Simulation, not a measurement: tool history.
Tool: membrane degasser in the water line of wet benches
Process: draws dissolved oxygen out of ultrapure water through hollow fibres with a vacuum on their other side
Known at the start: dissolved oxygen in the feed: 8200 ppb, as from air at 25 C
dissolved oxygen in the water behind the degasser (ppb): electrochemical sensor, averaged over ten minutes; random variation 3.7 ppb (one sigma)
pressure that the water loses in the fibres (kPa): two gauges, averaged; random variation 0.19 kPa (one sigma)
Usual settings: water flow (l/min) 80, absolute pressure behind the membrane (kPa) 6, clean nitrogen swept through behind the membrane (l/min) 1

run	hour	water flow (l/min)	absolute pressure behind the membrane (kPa)	clean nitrogen swept through behind the membrane (l/min)	dissolved oxygen in the water behind the degasser (ppb)	pressure that the water loses in the fibres (kPa)
1	0	80	6	1	371	36.32
2	93.5	80	6	1	364.1	36.89
3	220	80	6	1	369.5	36.35
4	313.7	80	6	1	367.2	36.93
5	375.3	80	6	2.39	195	36.56
6	451.5	80	6	2.39	190.6	36.63
7	575.6	53	13.5	0.59	1299.1	24.52
8	639.2	53	13.5	0.59	1318.9	24.17
9	736.7	108	8.96	0.81	985.7	48.92
10	822.3	84	12.94	0.81	1348.4	38.17

4 ways to go on from here, each from the tool as it stands after run 10. What would each give?
A	885.7	112	4.65	1.64	?	?
B	885.7	80	6	0.49	?	?
C	885.7	87	7.34	0.94	?	?
D	885.7	105	3.67	2.49	?	?

run	dissolved oxygen in the water behind the degasser (ppb)	pressure that the water loses in the fibres (kPa)
A	184.1	50.52
B	554.8	36.35
C	583.3	39.42
D	47	47.88
Without the tool's hidden state the same runs would have given:
run	dissolved oxygen in the water behind the degasser (ppb)	pressure that the water loses in the fibres (kPa)
A	183.9	51.24
B	554.7	36.86
C	583.2	39.97
D	46.9	48.55
